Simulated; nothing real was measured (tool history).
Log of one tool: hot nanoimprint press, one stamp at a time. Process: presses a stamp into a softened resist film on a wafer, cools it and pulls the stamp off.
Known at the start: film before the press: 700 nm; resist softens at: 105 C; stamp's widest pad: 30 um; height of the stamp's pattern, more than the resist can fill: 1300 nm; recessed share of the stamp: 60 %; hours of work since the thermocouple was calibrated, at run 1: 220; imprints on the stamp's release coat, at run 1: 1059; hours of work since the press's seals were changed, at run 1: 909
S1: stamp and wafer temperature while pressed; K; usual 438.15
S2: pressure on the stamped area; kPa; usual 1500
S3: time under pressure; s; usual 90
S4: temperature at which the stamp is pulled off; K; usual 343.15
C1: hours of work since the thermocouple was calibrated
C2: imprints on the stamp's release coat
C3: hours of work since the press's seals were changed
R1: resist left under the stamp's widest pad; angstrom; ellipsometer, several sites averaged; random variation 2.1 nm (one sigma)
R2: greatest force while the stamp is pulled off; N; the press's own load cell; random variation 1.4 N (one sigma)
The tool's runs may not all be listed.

run	hour	S1	S2	S3	S4	C1	C2	C3	R1	R2
1	0	438.15	1500	90	343.15	220	1059	909	4192	157
2	55.7	438.15	1500	90	335.15	256	1231	945	4174	169
3	94	438.15	1500	90	343.15	280	1349	969	4197	155
4	149.8	438.15	1500	90	340.15	316	1522	1005	4192	159
# hour 184.7: stamp cleaned and given a new release coat
# hour 205.6: press's hydraulic seals changed and the load cell set to zero
5	209.5	438.15	1500	90	340.15	345	52	3	4197	158
6	267.6	427.15	1500	90	340.15	383	231	40	5561	158
7	317.5	427.15	1500	90	340.15	415	385	72	5572	157
8	356.3	444.15	1500	90	343.15	440	505	97	3487	155
9	404.8	444.15	1500	90	343.15	471	655	128	3461	158
10	436.2	444.15	1080	90	343.15	491	752	148	3958	156
11	477.8	444.15	1080	90	343.15	517	881	175	3940	157
12	533.3	444.15	1080	90	343.15	553	1052	210	3958	157
# hour 555.7: plate thermocouple calibrated
13	589.4	438.15	1500	90	334.15	22	1216	244	4220	167
14	626.3	438.15	1500	90	334.15	45	1330	268	4190	166
15	659.5	438.15	1500	72	334.15	67	1433	289	4504	163

The next listed run, before its measurement:
16	708.7	438.15	1500	72	334.15	98	1585	321	?	?

Run 16 gave R1 4576 angstrom, R2 164 N.
Without the tool's hidden state the same run would have given R1 4528 angstrom, R2 163 N.

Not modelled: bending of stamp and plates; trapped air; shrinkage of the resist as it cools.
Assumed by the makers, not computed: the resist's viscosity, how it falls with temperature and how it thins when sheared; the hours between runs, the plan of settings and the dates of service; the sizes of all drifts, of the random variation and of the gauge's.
